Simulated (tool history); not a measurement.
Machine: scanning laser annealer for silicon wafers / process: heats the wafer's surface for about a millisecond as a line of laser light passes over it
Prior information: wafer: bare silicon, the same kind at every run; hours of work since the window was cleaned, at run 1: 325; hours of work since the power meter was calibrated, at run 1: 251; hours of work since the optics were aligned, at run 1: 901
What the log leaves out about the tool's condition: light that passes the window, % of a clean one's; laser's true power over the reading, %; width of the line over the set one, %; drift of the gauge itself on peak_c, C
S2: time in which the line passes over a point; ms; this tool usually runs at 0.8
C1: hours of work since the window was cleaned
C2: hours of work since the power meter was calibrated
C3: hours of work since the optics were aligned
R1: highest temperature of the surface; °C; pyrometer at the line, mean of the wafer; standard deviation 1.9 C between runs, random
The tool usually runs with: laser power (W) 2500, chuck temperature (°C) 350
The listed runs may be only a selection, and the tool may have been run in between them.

{"run": 1, "day": 0.0, "laser power (W)": 2500, "S2": 0.8, "chuck temperature (°C)": 350, "C1": 325, "C2": 251, "C3": 901, "R1": 1061}
{"run": 2, "day": 0.804, "laser power (W)": 2500, "S2": 0.8, "chuck temperature (°C)": 350, "C1": 337, "C2": 262, "C3": 913, "R1": 1062}
{"run": 3, "day": 1.175, "laser power (W)": 2283, "S2": 0.8, "chuck temperature (°C)": 350, "C1": 342, "C2": 268, "C3": 918, "R1": 983}
{"run": 4, "day": 1.508, "laser power (W)": 2283, "S2": 0.8, "chuck temperature (°C)": 350, "C1": 347, "C2": 272, "C3": 923, "R1": 987}
{"run": 5, "day": 2.229, "laser power (W)": 2500, "S2": 0.8, "chuck temperature (°C)": 388, "C1": 358, "C2": 283, "C3": 934, "R1": 1101}
{"run": 6, "day": 2.808, "laser power (W)": 2500, "S2": 0.8, "chuck temperature (°C)": 388, "C1": 366, "C2": 291, "C3": 942, "R1": 1098}
{"run": 7, "day": 3.3, "laser power (W)": 2500, "S2": 0.8, "chuck temperature (°C)": 388, "C1": 373, "C2": 298, "C3": 949, "R1": 1099}
{"run": 8, "day": 3.908, "laser power (W)": 2216, "S2": 0.8, "chuck temperature (°C)": 350, "C1": 382, "C2": 307, "C3": 958, "R1": 956}
{"run": 9, "day": 4.712, "laser power (W)": 2500, "S2": 0.8, "chuck temperature (°C)": 350, "C1": 394, "C2": 319, "C3": 969, "R1": 1057}
{"run": 10, "day": 5.471, "laser power (W)": 2500, "S2": 0.8, "chuck temperature (°C)": 350, "C1": 405, "C2": 330, "C3": 980, "R1": 1057}
{"day": 5.65, "done": "laser's power meter calibrated"}
{"day": 5.825, "done": "window over the wafer cleaned"}
{"run": 11, "day": 6.471, "laser power (W)": 2500, "S2": 0.8, "chuck temperature (°C)": 350, "C1": 9, "C2": 11, "C3": 992, "R1": 1082}
{"run": 12, "day": 7.188, "laser power (W)": 2500, "S2": 0.8, "chuck temperature (°C)": 350, "C1": 20, "C2": 21, "C3": 1002, "R1": 1085}
{"day": 7.588, "done": "laser's power meter calibrated, once more"}
{"run": 13, "day": 7.925, "laser power (W)": 2500, "S2": 0.8, "chuck temperature (°C)": 350, "C1": 29, "C2": 5, "C3": 1011, "R1": 1087}
{"run": 14, "day": 8.488, "laser power (W)": 2500, "S2": 0.8, "chuck temperature (°C)": 350, "C1": 37, "C2": 13, "C3": 1019, "R1": 1082}
{"run": 15, "day": 9.258, "laser power (W)": 2500, "S2": 0.8, "chuck temperature (°C)": 350, "C1": 48, "C2": 24, "C3": 1030, "R1": 1080}
{"run": 16, "day": 9.95, "laser power (W)": 2740, "S2": 0.8, "chuck temperature (°C)": 350, "C1": 58, "C2": 34, "C3": 1040, "R1": 1171}
{"run": 17, "day": 10.404, "laser power (W)": 2740, "S2": 0.8, "chuck temperature (°C)": 350, "C1": 64, "C2": 41, "C3": 1047, "R1": 1172}
{"run": 18, "day": 11.038, "laser power (W)": 2740, "S2": 0.8, "chuck temperature (°C)": 324, "C1": 74, "C2": 50, "C3": 1056, "R1": 1144}

Run 19 is up next; what results do you expect?
{"run": 19, "day": 11.525, "laser power (W)": 2500, "S2": 0.8, "chuck temperature (°C)": 316, "C1": 81, "C2": 57, "C3": 1063, "R1": "?"}

{"run 19": {"R1": 1047}}
On a tool with no hidden condition, and with the same random variation, this run would have come out at R1 1074 °C.

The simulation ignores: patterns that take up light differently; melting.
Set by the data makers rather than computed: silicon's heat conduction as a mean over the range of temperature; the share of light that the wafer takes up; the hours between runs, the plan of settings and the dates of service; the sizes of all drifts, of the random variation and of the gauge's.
